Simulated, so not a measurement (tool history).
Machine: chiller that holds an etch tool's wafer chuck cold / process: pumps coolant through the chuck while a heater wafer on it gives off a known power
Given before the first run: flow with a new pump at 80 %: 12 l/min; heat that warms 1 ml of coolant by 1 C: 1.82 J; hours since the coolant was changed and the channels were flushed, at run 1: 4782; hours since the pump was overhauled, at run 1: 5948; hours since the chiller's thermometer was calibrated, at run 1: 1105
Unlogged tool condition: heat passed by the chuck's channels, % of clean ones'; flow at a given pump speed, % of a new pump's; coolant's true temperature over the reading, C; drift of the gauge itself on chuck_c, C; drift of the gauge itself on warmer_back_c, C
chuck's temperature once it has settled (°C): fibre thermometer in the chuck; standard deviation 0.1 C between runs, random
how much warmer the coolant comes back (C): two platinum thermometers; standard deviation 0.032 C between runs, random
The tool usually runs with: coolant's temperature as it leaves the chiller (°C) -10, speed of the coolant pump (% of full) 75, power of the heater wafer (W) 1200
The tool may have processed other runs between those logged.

run,day,coolant's temperature as it leaves the chiller (°C),speed of the coolant pump (% of full),power of the heater wafer (W),hours since the coolant was changed and the channels were flushed,hours since the pump was overhauled,hours since the chiller's thermometer was calibrated,chuck's temperature once it has settled (°C),how much warmer the coolant comes back (C)
1,0,-10,75,1200,4782,5948,1105,0.9,3.51
2,4.525,-10,75,1200,4890,6057,1213,1.1,3.58
3,12.108,-10,75,1200,5072,6239,1395,1.1,3.57
4,20.45,-10,75,1200,5272,6439,1595,1,3.62
5,24.762,-10,75,1200,5376,6543,1699,1,3.52
6,30.454,-10,75,1200,5512,6679,1835,1,3.53
7,36.8,-3,75,1200,5665,6832,1988,8.2,3.5
8,40.617,-3,75,1200,5756,6923,2079,8.1,3.62
# day 41.829: coolant pump overhauled
9,45.562,-10,90,1200,5870,90,2193,0,2.9
10,51.596,-16,75,1200,6015,234,2338,-4.7,3.51
11,57.808,-11,75,1200,6164,383,2487,0,3.46
12,66.4,-11,75,1200,6370,590,2693,0.1,3.6
13,72.108,-10,91,1210,6507,727,2830,-0.2,2.9
14,79.838,-10,75,631,6693,912,3016,-4.1,1.88
15,84.479,-3,75,1267,6804,1024,3127,8.7,3.71
16,88.862,-3,75,1267,6909,1129,3232,8.6,3.71
17,94.65,-3,75,1267,7048,1268,3371,8.8,3.77
18,99.35,-3,97,1267,7161,1381,3484,6.9,2.77
19,104.279,-3,97,1267,7279,1499,3602,7,2.82
20,108.358,-3,97,1267,7377,1597,3700,7,2.76
21,114.238,-11,94,1267,7518,1738,3841,-0.9,2.9
# day 117.346: chiller's thermometer calibrated
22,122.925,0,94,1267,7726,1945,134,10.2,2.9
23,127.179,-5,79,1660,7828,2047,236,9.8,4.6

How the hidden state differs across the entries between the runs, from the last listed run before each to the first after it:
Logged between run 8 and run 9: coolant pump overhauled (day 41.829)
  flow at a given pump speed, % of a new pump's: 99.8 -> 100
Logged between run 21 and run 22: chiller's thermometer calibrated (day 117.346)
  flow at a given pump speed, % of a new pump's: 100 -> 99.9; coolant's true temperature over the reading, C: 0.01 -> 0
